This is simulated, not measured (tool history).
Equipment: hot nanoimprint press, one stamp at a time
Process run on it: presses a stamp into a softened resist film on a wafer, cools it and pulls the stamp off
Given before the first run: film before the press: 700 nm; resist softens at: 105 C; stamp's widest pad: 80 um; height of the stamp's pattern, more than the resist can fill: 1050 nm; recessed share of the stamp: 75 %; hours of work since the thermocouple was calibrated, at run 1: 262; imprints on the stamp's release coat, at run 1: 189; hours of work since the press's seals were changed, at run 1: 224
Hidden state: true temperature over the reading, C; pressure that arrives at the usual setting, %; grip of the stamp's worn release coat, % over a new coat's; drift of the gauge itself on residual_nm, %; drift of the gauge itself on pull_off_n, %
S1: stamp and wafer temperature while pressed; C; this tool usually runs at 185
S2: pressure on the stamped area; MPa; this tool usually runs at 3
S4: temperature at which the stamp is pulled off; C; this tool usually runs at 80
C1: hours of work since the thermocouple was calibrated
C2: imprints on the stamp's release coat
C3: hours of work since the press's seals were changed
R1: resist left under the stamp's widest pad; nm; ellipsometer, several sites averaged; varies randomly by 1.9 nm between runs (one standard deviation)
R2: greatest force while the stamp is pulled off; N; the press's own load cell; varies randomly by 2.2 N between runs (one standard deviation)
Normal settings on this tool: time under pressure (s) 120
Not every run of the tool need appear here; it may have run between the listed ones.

{"run": 1, "hour": 0.0, "S1": 185, "S2": 3, "time under pressure (s)": 120, "S4": 80, "C1": 262, "C2": 189, "C3": 224, "R1": 378.5, "R2": 232}
{"run": 2, "hour": 22.6, "S1": 185, "S2": 3, "time under pressure (s)": 120, "S4": 80, "C1": 277, "C2": 258, "C3": 239, "R1": 380.1, "R2": 236}
{"run": 3, "hour": 68.2, "S1": 185, "S2": 3, "time under pressure (s)": 120, "S4": 80, "C1": 308, "C2": 396, "C3": 270, "R1": 382.6, "R2": 238}
{"run": 4, "hour": 108.9, "S1": 185, "S2": 3, "time under pressure (s)": 120, "S4": 80, "C1": 336, "C2": 520, "C3": 298, "R1": 388.2, "R2": 242}
{"run": 5, "hour": 155.5, "S1": 185, "S2": 3, "time under pressure (s)": 120, "S4": 80, "C1": 368, "C2": 661, "C3": 330, "R1": 386.5, "R2": 248}
{"hour": 166.9, "done": "stamp cleaned and given a new release coat"}
{"run": 6, "hour": 188.0, "S1": 185, "S2": 3, "time under pressure (s)": 120, "S4": 80, "C1": 386, "C2": 64, "C3": 348, "R1": 392.2, "R2": 232}
{"run": 7, "hour": 219.6, "S1": 185, "S2": 3, "time under pressure (s)": 120, "S4": 80, "C1": 407, "C2": 160, "C3": 369, "R1": 389.2, "R2": 231}
{"run": 8, "hour": 257.4, "S1": 185, "S2": 3, "time under pressure (s)": 120, "S4": 80, "C1": 433, "C2": 275, "C3": 395, "R1": 394.8, "R2": 236}
{"hour": 275.5, "done": "plate thermocouple calibrated"}
{"run": 9, "hour": 291.8, "S1": 185, "S2": 3, "time under pressure (s)": 120, "S4": 80, "C1": 11, "C2": 370, "C3": 416, "R1": 407.7, "R2": 249}
{"run": 10, "hour": 330.6, "S1": 185, "S2": 3, "time under pressure (s)": 120, "S4": 80, "C1": 38, "C2": 488, "C3": 443, "R1": 410.1, "R2": 251}
{"run": 11, "hour": 351.0, "S1": 185, "S2": 3, "time under pressure (s)": 120, "S4": 80, "C1": 51, "C2": 549, "C3": 457, "R1": 409.1, "R2": 255}
{"run": 12, "hour": 372.8, "S1": 185, "S2": 3, "time under pressure (s)": 120, "S4": 80, "C1": 66, "C2": 616, "C3": 471, "R1": 413.3, "R2": 256}

Predict the results of run 13:
{"hour": 398.1, "done": "stamp cleaned and given a new release coat"}
{"hour": 409.6, "done": "plate thermocouple calibrated, once more"}
{"run": 13, "hour": 424.1, "S1": 179, "S2": 2.29, "time under pressure (s)": 120, "S4": 80, "C1": 10, "C2": 70, "C3": 500, "R1": "?", "R2": "?"}

R1: 488.5 nm
R2: 226 N
Take away the tool's hidden state, keep the run-to-run variation as it was, and the same run would have given R1 485.1 nm, R2 223 N.
